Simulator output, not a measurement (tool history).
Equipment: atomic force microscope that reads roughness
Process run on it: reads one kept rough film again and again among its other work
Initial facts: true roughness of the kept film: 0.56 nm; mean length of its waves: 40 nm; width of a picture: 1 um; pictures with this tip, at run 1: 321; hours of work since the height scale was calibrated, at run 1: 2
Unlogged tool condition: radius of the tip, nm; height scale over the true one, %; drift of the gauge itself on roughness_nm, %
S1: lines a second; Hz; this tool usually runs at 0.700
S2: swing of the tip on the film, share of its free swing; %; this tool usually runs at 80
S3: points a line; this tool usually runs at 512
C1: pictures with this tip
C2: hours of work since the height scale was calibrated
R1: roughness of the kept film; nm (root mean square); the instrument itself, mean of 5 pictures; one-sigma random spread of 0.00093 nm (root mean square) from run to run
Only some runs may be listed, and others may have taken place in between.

run 1 day=0.000 | S1=0.700 S2=80 S3=512 | C1=321 C2=2 | R1=0.5101
run 2 day=0.225 | S1=0.700 S2=80 S3=512 | C1=329 C2=5 | R1=0.5098
run 3 day=0.708 | S1=0.700 S2=80 S3=512 | C1=348 C2=11 | R1=0.5096
run 4 day=0.942 | S1=0.700 S2=58 S3=512 | C1=357 C2=13 | R1=0.5290
-- day=1.258 new tip fitted
run 5 day=1.258 | S1=0.700 S2=58 S3=512 | C1=0 C2=17 | R1=0.5440
run 6 day=1.654 | S1=0.700 S2=58 S3=512 | C1=15 C2=21 | R1=0.5434
run 7 day=2.017 | S1=0.522 S2=80 S3=512 | C1=29 C2=25 | R1=0.5291
run 8 day=2.317 | S1=0.700 S2=80 S3=512 | C1=41 C2=29 | R1=0.5219
run 9 day=2.596 | S1=0.700 S2=76 S3=512 | C1=52 C2=32 | R1=0.5270
run 10 day=3.071 | S1=0.700 S2=80 S3=512 | C1=70 C2=38 | R1=0.5185
run 11 day=3.533 | S1=1.598 S2=80 S3=512 | C1=88 C2=43 | R1=0.4862
run 12 day=4.029 | S1=1.598 S2=80 S3=512 | C1=108 C2=49 | R1=0.4874
run 13 day=4.325 | S1=0.700 S2=80 S3=288 | C1=119 C2=52 | R1=0.5154
run 14 day=4.671 | S1=0.700 S2=80 S3=288 | C1=133 C2=56 | R1=0.5161
run 15 day=4.958 | S1=0.729 S2=81 S3=365 | C1=144 C2=59 | R1=0.5137
run 16 day=5.271 | S1=0.729 S2=81 S3=365 | C1=156 C2=63 | R1=0.5126
run 17 day=5.492 | S1=0.910 S2=81 S3=365 | C1=165 C2=65 | R1=0.5059
run 18 day=5.762 | S1=3.577 S2=78 S3=512 | C1=175 C2=68 | R1=0.4340
run 19 day=6.204 | S1=3.577 S2=64 S3=365 | C1=192 C2=74 | R1=0.4862
run 20 day=6.700 | S1=0.700 S2=80 S3=541 | C1=212 C2=79 | R1=0.5166
run 21 day=7.104 | S1=0.700 S2=84 S3=589 | C1=228 C2=84 | R1=0.5081
run 22 day=7.558 | S1=0.700 S2=75 S3=345 | C1=245 C2=89 | R1=0.5181
run 23 day=8.079 | S1=0.700 S2=75 S3=855 | C1=265 C2=95 | R1=0.5189
run 24 day=8.425 | S1=0.700 S2=80 S3=512 | C1=279 C2=99 | R1=0.5141
run 25 day=8.696 | S1=3.186 S2=81 S3=886 | C1=290 C2=102 | R1=0.4285
run 26 day=8.921 | S1=0.811 S2=60 S3=654 | C1=298 C2=105 | R1=0.5307
run 27 day=9.183 | S1=0.811 S2=60 S3=654 | C1=309 C2=108 | R1=0.5290

Measured minus without-hidden-state, run by run (identical run-to-run variation in each term; gauge scatter may differ):
run=1 R1=-0.0125
run=2 R1=-0.0128
run=3 R1=-0.0134
run=4 R1=-0.0142
run=5 R1=-0.0003
run=6 R1=-0.0007
run=7 R1=-0.0012
run=8 R1=-0.0015
run=9 R1=-0.0020
run=10 R1=-0.0025
run=11 R1=-0.0029
run=12 R1=-0.0036
run=13 R1=-0.0042
run=14 R1=-0.0048
run=15 R1=-0.0052
run=16 R1=-0.0056
run=17 R1=-0.0059
run=18 R1=-0.0053
run=19 R1=-0.0064
run=20 R1=-0.0074
run=21 R1=-0.0079
run=22 R1=-0.0087
run=23 R1=-0.0094
run=24 R1=-0.0097
run=25 R1=-0.0084
run=26 R1=-0.0106
run=27 R1=-0.0110

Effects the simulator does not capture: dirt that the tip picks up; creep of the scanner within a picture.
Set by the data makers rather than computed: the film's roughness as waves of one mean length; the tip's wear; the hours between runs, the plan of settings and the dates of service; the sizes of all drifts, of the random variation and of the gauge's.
